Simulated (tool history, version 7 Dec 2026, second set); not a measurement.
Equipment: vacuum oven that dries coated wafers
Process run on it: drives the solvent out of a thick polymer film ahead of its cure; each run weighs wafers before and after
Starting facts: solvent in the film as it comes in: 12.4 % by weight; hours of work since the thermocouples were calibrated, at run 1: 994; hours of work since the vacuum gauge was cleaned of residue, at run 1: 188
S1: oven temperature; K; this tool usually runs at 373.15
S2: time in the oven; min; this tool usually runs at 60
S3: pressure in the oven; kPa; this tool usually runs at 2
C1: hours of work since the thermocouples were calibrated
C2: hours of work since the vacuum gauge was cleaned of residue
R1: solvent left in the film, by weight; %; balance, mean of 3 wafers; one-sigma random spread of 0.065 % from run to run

run 1 day=0 | S1=373.15 S2=60 S3=2 | C1=994 C2=188 | R1=4.38
run 2 day=2.8 | S1=373.15 S2=60 S3=2 | C1=1047 C2=242 | R1=4.44
run 3 day=4.096 | S1=373.15 S2=60 S3=2 | C1=1072 C2=267 | R1=4.43
run 4 day=5.454 | S1=373.15 S2=60 S3=2 | C1=1098 C2=293 | R1=4.37
run 5 day=7.817 | S1=373.15 S2=43 S3=2 | C1=1143 C2=338 | R1=4.95
-- day=8.162 oven's thermocouples calibrated
run 6 day=10.217 | S1=373.15 S2=60 S3=3.85 | C1=39 C2=383 | R1=7.68
run 7 day=13.025 | S1=373.15 S2=60 S3=3.85 | C1=93 C2=436 | R1=7.97
run 8 day=14.458 | S1=373.15 S2=60 S3=3.85 | C1=121 C2=464 | R1=8.05
-- day=15.529 oven's thermocouples calibrated, once more
run 9 day=17.246 | S1=373.15 S2=63 S3=2 | C1=33 C2=516 | R1=4.24
run 10 day=18.838 | S1=373.15 S2=63 S3=2 | C1=63 C2=546 | R1=4.29
run 11 day=20.808 | S1=373.15 S2=63 S3=2 | C1=101 C2=584 | R1=4.31

Expected results for the next run?
run 12 day=23.425 | S1=373.15 S2=47 S3=3.27 | C1=151 C2=634 | R1=?

{"run 12": {"R1": 7.09}}
On a tool with no hidden condition, and with the same random variation, this run would have come out at R1 6.87 %.

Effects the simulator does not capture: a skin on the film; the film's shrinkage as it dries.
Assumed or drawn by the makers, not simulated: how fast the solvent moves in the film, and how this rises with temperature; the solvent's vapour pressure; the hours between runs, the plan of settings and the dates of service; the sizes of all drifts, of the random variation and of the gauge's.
